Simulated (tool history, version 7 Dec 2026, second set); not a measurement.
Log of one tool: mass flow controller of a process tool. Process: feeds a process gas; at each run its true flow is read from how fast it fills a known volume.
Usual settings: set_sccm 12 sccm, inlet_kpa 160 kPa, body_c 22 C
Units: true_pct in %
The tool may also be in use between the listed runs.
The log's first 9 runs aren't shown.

| run | hour | set_sccm | inlet_kpa | body_c | true_pct |
|---|---|---|---|---|---|
| 10 | 2520 | 7 | 160 | 35 | 100.13 |
| 11 | 2863 | 7 | 160 | 35 | 100.1 |
| 12 | 3056.5 | 7 | 160 | 35 | 99.92 |
| 13 | 3377.3 | 3 | 160 | 35 | 99.61 |
| 14 | 3590.1 | 12 | 171 | 22 | 99.31 |
| 15 | 3833.6 | 12 | 160 | 22 | 99.22 |
| 16 | 4075.1 | 12 | 160 | 22 | 99.41 |
| 17 | 4316.4 | 12 | 160 | 37 | 100.88 |
| 18 | 4592.5 | 6 | 176 | 40 | 100.59 |
| 19 | 4762.5 | 7 | 160 | 34 | 100.04 |
| 20 | 5045 | 12 | 276 | 22 | 98.98 |
| 21 | 5288.6 | 8 | 276 | 22 | 98.6 |
| 22 | 5611.7 | 18 | 276 | 22 | 99.57 |
| 23 | 5926.9 | 3 | 276 | 40 | 99.8 |
| 24 | 6227.9 | 3 | 276 | 40 | 99.95 |
| 25 | 6395.7 | 3 | 273 | 22 | 98.27 |
| 26 | 6677.5 | 3 | 273 | 21 | 98.05 |
| 27 | 6974.3 | 13 | 178 | 22 | 99.67 |
| 28 | 7143.5 | 6 | 160 | 29 | 99.68 |
| 29 | 7454.5 | 12 | 149 | 22 | 99.58 |
| 30 | 7608.2 | 7 | 171 | 22 | 98.97 |
| 31 | 7982.7 | 12 | 271 | 26 | 99.56 |
| 32 | 8246.9 | 6 | 160 | 24 | 99.29 |
| 33 | 8406.5 | 8 | 279 | 24 | 99 |

Forecast each of these 4 alternatives for the next run:
| A | 8582.7 | 7 | 145 | 25 | ? |
| B | 8582.7 | 10 | 231 | 21 | ? |
| C | 8582.7 | 3 | 218 | 23 | ? |
| D | 8582.7 | 12 | 210 | 28 | ? |

| run | true_pct |
|---|---|
| A | 99.44 |
| B | 99.12 |
| C | 98.7 |
| D | 100.15 |
Without the tool's hidden state the same runs would have given:
| run | true_pct |
|---|---|
| A | 98.78 |
| B | 98.46 |
| C | 98.03 |
| D | 99.48 |
